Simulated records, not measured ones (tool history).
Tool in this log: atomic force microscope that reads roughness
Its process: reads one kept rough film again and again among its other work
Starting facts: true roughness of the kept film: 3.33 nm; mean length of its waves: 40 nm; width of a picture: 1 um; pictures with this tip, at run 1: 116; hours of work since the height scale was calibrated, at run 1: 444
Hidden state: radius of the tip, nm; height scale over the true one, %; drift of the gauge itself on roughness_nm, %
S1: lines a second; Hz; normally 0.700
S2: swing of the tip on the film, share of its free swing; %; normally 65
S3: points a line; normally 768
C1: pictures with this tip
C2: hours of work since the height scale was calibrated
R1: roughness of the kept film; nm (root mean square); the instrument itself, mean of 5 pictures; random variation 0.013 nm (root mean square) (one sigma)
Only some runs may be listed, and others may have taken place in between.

{"run": 1, "day": 0.0, "S1": 0.7, "S2": 65, "S3": 768, "C1": 116, "C2": 444, "R1": 3.044}
{"run": 2, "day": 1.833, "S1": 0.7, "S2": 65, "S3": 768, "C1": 156, "C2": 464, "R1": 3.007}
{"run": 3, "day": 3.104, "S1": 0.7, "S2": 79, "S3": 768, "C1": 183, "C2": 477, "R1": 2.961}
{"run": 4, "day": 5.017, "S1": 0.7, "S2": 79, "S3": 768, "C1": 224, "C2": 498, "R1": 2.942}
{"run": 5, "day": 6.283, "S1": 0.7, "S2": 79, "S3": 768, "C1": 251, "C2": 512, "R1": 2.898}
{"run": 6, "day": 7.783, "S1": 0.7, "S2": 79, "S3": 768, "C1": 283, "C2": 529, "R1": 2.886}
{"day": 8.288, "done": "new tip fitted"}
{"run": 7, "day": 8.692, "S1": 0.7, "S2": 79, "S3": 768, "C1": 9, "C2": 538, "R1": 3.064}
{"run": 8, "day": 10.508, "S1": 0.7, "S2": 79, "S3": 994, "C1": 48, "C2": 558, "R1": 3.007}
{"run": 9, "day": 11.821, "S1": 0.7, "S2": 79, "S3": 994, "C1": 76, "C2": 572, "R1": 3.03}
{"run": 10, "day": 12.917, "S1": 0.7, "S2": 65, "S3": 768, "C1": 99, "C2": 584, "R1": 3.058}
{"run": 11, "day": 13.975, "S1": 0.7, "S2": 65, "S3": 768, "C1": 122, "C2": 596, "R1": 3.038}
{"run": 12, "day": 15.058, "S1": 0.7, "S2": 65, "S3": 768, "C1": 145, "C2": 608, "R1": 3.027}
{"run": 13, "day": 16.567, "S1": 0.7, "S2": 65, "S3": 768, "C1": 177, "C2": 624, "R1": 2.991}
{"run": 14, "day": 18.038, "S1": 0.7, "S2": 85, "S3": 768, "C1": 209, "C2": 640, "R1": 2.91}
{"run": 15, "day": 19.071, "S1": 0.7, "S2": 85, "S3": 768, "C1": 231, "C2": 652, "R1": 2.904}
{"run": 16, "day": 20.196, "S1": 0.628, "S2": 85, "S3": 768, "C1": 255, "C2": 664, "R1": 2.884}
{"run": 17, "day": 21.354, "S1": 0.628, "S2": 85, "S3": 768, "C1": 280, "C2": 676, "R1": 2.883}
{"day": 22.062, "done": "new tip fitted"}
{"run": 18, "day": 23.204, "S1": 0.7, "S2": 65, "S3": 652, "C1": 25, "C2": 696, "R1": 3.103}
{"run": 19, "day": 24.783, "S1": 0.7, "S2": 65, "S3": 652, "C1": 59, "C2": 714, "R1": 3.07}
{"run": 20, "day": 25.629, "S1": 0.7, "S2": 65, "S3": 652, "C1": 77, "C2": 723, "R1": 3.069}
{"run": 21, "day": 27.671, "S1": 0.533, "S2": 65, "S3": 768, "C1": 120, "C2": 745, "R1": 3.035}
{"run": 22, "day": 29.425, "S1": 0.533, "S2": 65, "S3": 768, "C1": 158, "C2": 764, "R1": 3.034}
{"run": 23, "day": 30.642, "S1": 0.533, "S2": 80, "S3": 768, "C1": 184, "C2": 778, "R1": 2.959}
{"run": 24, "day": 32.696, "S1": 0.533, "S2": 80, "S3": 768, "C1": 228, "C2": 800, "R1": 2.951}
{"run": 25, "day": 33.608, "S1": 0.533, "S2": 80, "S3": 768, "C1": 247, "C2": 810, "R1": 2.961}
{"run": 26, "day": 35.067, "S1": 0.533, "S2": 80, "S3": 768, "C1": 279, "C2": 826, "R1": 2.927}
{"day": 35.692, "done": "new tip fitted"}
{"run": 27, "day": 36.688, "S1": 0.533, "S2": 80, "S3": 768, "C1": 21, "C2": 843, "R1": 3.043}
{"run": 28, "day": 37.992, "S1": 3.237, "S2": 68, "S3": 713, "C1": 49, "C2": 858, "R1": 2.929}
{"run": 29, "day": 39.079, "S1": 3.237, "S2": 68, "S3": 713, "C1": 72, "C2": 870, "R1": 2.883}
{"day": 39.3, "done": "height scale calibrated on a step standard"}
{"run": 30, "day": 40.242, "S1": 0.819, "S2": 68, "S3": 911, "C1": 96, "C2": 10, "R1": 3.007}
{"run": 31, "day": 41.396, "S1": 0.819, "S2": 68, "S3": 911, "C1": 121, "C2": 23, "R1": 3.031}
{"run": 32, "day": 42.325, "S1": 0.789, "S2": 88, "S3": 953, "C1": 141, "C2": 33, "R1": 2.918}
{"day": 42.883, "done": "height scale calibrated on a step standard, once more"}
{"run": 33, "day": 43.717, "S1": 0.694, "S2": 88, "S3": 953, "C1": 169, "C2": 9, "R1": 2.944}
{"run": 34, "day": 45.054, "S1": 0.7, "S2": 74, "S3": 386, "C1": 198, "C2": 24, "R1": 2.938}

Run 35 is up next; what results do you expect?
{"run": 35, "day": 46.533, "S1": 3.158, "S2": 79, "S3": 585, "C1": 230, "C2": 40, "R1": "?"}

R1: 2.661 nm (root mean square)
Had the tool carried no hidden state, the very same run would have given R1 2.791 nm (root mean square).
